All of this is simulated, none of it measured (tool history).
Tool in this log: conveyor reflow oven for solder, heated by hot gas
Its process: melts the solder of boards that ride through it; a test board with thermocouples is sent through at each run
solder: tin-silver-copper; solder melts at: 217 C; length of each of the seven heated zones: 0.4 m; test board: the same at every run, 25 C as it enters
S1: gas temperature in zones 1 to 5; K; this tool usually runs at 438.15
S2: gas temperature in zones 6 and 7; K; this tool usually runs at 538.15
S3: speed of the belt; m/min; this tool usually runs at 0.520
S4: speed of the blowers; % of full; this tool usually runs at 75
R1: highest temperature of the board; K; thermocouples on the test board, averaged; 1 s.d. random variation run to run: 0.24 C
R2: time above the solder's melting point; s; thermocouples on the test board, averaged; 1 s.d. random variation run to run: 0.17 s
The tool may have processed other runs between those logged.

Run 1, hour 0.0: usual settings. Result: R1 524.45 K, R2 65.3 s.
Run 2, hour 34.7: usual settings but S2 534.15 K. Result: R1 520.35 K, R2 62.2 s.
Run 3, hour 89.5: usual settings but S4 77 % of full. Result: R1 524.75 K, R2 66.0 s.
Run 4, hour 158.2: usual settings but S1 433.15 K, S4 77 % of full. Result: R1 523.65 K, R2 63.3 s.
Run 5, hour 230.1: usual settings but S1 433.15 K, S4 77 % of full. Result: R1 523.65 K, R2 63.4 s.
Run 6, hour 310.9: usual settings but S1 433.15 K, S4 77 % of full. Result: R1 523.65 K, R2 63.6 s.
Run 7, hour 383.4: usual settings. Result: R1 524.25 K, R2 65.4 s.
Run 8, hour 435.6: usual settings but S1 447.15 K, S2 533.15 K, S3 0.476 m/min, S4 74 % of full. Result: R1 522.85 K, R2 75.5 s.
Run 9, hour 502.2: usual settings but S1 448.15 K, S2 548.15 K, S3 0.491 m/min, S4 84 % of full. Result: R1 537.35 K, R2 84.2 s.
At hour 510.9: flux residue cleaned out of gas plates and filters.
Run 10, hour 548.7: usual settings but S2 543.15 K, S3 0.511 m/min. Result: R1 529.45 K, R2 71.0 s.
Run 11, hour 594.9: usual settings but S1 430.15 K. Result: R1 523.15 K, R2 61.3 s.
Run 12, hour 641.7: usual settings but S1 430.15 K. Result: R1 522.65 K, R2 61.4 s.
At hour 658.8: belt drive overhauled, speed set with a stopwatch.
Run 13, hour 713.3: usual settings but S4 63 % of full. Result: R1 521.85 K, R2 62.5 s.
Run 14, hour 762.8: usual settings but S4 63 % of full. Result: R1 521.65 K, R2 62.4 s.

Here are 3 independent what-if runs from the current tool condition. What would each one return?
Run A, hour 831.9: usual settings but S3 0.570 m/min. Result: R1 ?, R2 ?.
Run B, hour 831.9: usual settings but S2 542.15 K, S4 63 % of full. Result: R1 ?, R2 ?.
Run C, hour 831.9: usual settings but S1 425.15 K. Result: R1 ?, R2 ?.

run      R1    R2
  A  521.25  56.3
  B  525.25  65.5
  C  522.45  58.8
With the hidden condition removed and each run's random variation left untouched, the same runs would have given:
run      R1    R2
  A  521.35  56.3
  B  525.25  65.5
  C  522.45  58.9
